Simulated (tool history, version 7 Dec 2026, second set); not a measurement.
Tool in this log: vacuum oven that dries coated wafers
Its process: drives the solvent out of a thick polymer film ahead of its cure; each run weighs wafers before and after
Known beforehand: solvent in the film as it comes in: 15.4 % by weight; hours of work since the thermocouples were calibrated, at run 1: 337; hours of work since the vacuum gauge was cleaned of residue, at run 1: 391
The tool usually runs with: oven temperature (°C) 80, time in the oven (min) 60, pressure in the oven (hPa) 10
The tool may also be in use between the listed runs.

| run | hour | oven temperature (°C) | time in the oven (min) | pressure in the oven (hPa) | hours of work since the thermocouples were calibrated | hours of work since the vacuum gauge was cleaned of residue | solvent left in the film (%) |
|---|---|---|---|---|---|---|---|
| 1 | 0 | 80 | 60 | 10 | 337 | 391 | 2.62 |
| 2 | 46.1 | 80 | 60 | 10 | 357 | 411 | 2.61 |
| 3 | 85.6 | 80 | 60 | 10 | 374 | 428 | 2.6 |
| 4 | 128.6 | 86 | 60 | 10 | 393 | 447 | 1.19 |
| 5 | 171.1 | 86 | 60 | 10 | 411 | 465 | 1.12 |
| 6 | 200.2 | 86 | 60 | 10 | 424 | 478 | 1.16 |
| 7 | 233.7 | 80 | 60 | 10 | 438 | 492 | 2.59 |
| 8 | 256.8 | 80 | 60 | 10 | 448 | 502 | 2.59 |
| 9 | 306.2 | 80 | 60 | 10 | 470 | 524 | 2.59 |
| 10 | 329.3 | 80 | 99 | 20.6 | 480 | 534 | 1.54 |
|  | 335.7 | oven's thermocouples calibrated |
| 11 | 365.4 | 80 | 99 | 20.6 | 13 | 548 | 1.47 |
| 12 | 413 | 88 | 77 | 7.9 | 33 | 569 | 0.45 |
| 13 | 460.2 | 71 | 60 | 32.5 | 54 | 590 | 6.42 |
| 14 | 493.9 | 68 | 60 | 32.9 | 68 | 604 | 7.54 |
|  | 508.9 | oven's thermocouples calibrated, once more |
| 15 | 532.2 | 80 | 45 | 10 | 10 | 620 | 3.93 |

How would selected steps in solvent left in the film (%) from run to run divide? Give the signed amount a tool lacking its hidden state would still show from settings, what came in and random variation, and the signed amount left for the hidden state, including any gauge scatter that is not in both of the compared results.
Hidden state present: true wafer temperature over the reading, C; true pressure over the reading, kPa; drift of the gauge itself on solvent_pct, %.
Run 12 -> 13: oven temperature (°C) 88 -> 71, time in the oven (min) 77 -> 60, pressure in the oven (hPa) 7.9 -> 32.5. solvent left in the film (%) +5.97: hidden state -0.38, all else +6.35.
